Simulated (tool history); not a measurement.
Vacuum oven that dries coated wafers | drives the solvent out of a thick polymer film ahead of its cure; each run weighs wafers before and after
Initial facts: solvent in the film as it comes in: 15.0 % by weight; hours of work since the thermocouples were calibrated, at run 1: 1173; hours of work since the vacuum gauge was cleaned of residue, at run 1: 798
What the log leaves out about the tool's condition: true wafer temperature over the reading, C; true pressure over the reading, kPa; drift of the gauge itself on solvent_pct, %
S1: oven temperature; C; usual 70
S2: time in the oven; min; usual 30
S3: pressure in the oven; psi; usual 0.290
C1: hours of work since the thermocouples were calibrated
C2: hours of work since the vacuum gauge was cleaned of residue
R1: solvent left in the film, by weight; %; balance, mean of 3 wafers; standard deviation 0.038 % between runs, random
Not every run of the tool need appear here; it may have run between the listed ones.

run 1 day=0.000 | S1=70 S2=30 S3=0.290 | C1=1173 C2=798 | R1=1.79
run 2 day=2.442 | S1=70 S2=30 S3=0.290 | C1=1213 C2=839 | R1=1.81
run 3 day=4.200 | S1=70 S2=30 S3=0.290 | C1=1242 C2=868 | R1=1.77
run 4 day=6.167 | S1=70 S2=30 S3=0.290 | C1=1275 C2=901 | R1=1.89
run 5 day=8.321 | S1=70 S2=30 S3=0.290 | C1=1311 C2=936 | R1=1.85
run 6 day=11.408 | S1=70 S2=30 S3=0.290 | C1=1362 C2=988 | R1=1.93
run 7 day=14.471 | S1=72 S2=30 S3=0.290 | C1=1413 C2=1038 | R1=1.60
-- day=14.742 vacuum gauge cleaned of residue and calibrated
run 8 day=17.746 | S1=72 S2=16 S3=0.290 | C1=1466 C2=50 | R1=3.41
run 9 day=19.954 | S1=70 S2=48 S3=0.290 | C1=1502 C2=86 | R1=1.17
run 10 day=21.638 | S1=70 S2=48 S3=0.290 | C1=1530 C2=114 | R1=1.03
run 11 day=24.062 | S1=70 S2=26 S3=0.290 | C1=1571 C2=155 | R1=2.23
run 12 day=27.046 | S1=70 S2=26 S3=0.290 | C1=1620 C2=204 | R1=2.18
run 13 day=28.388 | S1=70 S2=41 S3=0.290 | C1=1642 C2=226 | R1=1.34
run 14 day=31.242 | S1=70 S2=41 S3=0.290 | C1=1690 C2=274 | R1=1.39
run 15 day=33.000 | S1=70 S2=30 S3=0.290 | C1=1719 C2=303 | R1=1.94
-- day=33.371 oven's thermocouples calibrated
run 16 day=35.746 | S1=70 S2=30 S3=0.290 | C1=39 C2=347 | R1=1.43
run 17 day=38.042 | S1=70 S2=30 S3=0.151 | C1=77 C2=385 | R1=1.15
run 18 day=41.196 | S1=70 S2=30 S3=0.290 | C1=130 C2=437 | R1=1.50
run 19 day=43.788 | S1=70 S2=30 S3=0.290 | C1=173 C2=480 | R1=1.51
run 20 day=46.888 | S1=70 S2=30 S3=0.290 | C1=224 C2=532 | R1=1.48
run 21 day=48.233 | S1=70 S2=30 S3=0.290 | C1=246 C2=554 | R1=1.53
run 22 day=49.804 | S1=70 S2=30 S3=0.290 | C1=272 C2=580 | R1=1.53
run 23 day=51.975 | S1=74 S2=30 S3=0.290 | C1=308 C2=616 | R1=1.03
run 24 day=54.638 | S1=74 S2=19 S3=0.290 | C1=353 C2=660 | R1=1.97
run 25 day=57.100 | S1=74 S2=19 S3=0.290 | C1=393 C2=701 | R1=1.99
run 26 day=58.567 | S1=70 S2=40 S3=0.579 | C1=418 C2=725 | R1=1.97
run 27 day=60.838 | S1=70 S2=31 S3=1.021 | C1=455 C2=763 | R1=3.61

Predict the results of run 28:
run 28 day=63.146 | S1=70 S2=31 S3=1.021 | C1=494 C2=801 | R1=?

For run 28 the tool returned R1 3.51 %.
With the hidden condition absent and the run-to-run variation left alone, this run would have shown R1 3.18 %.
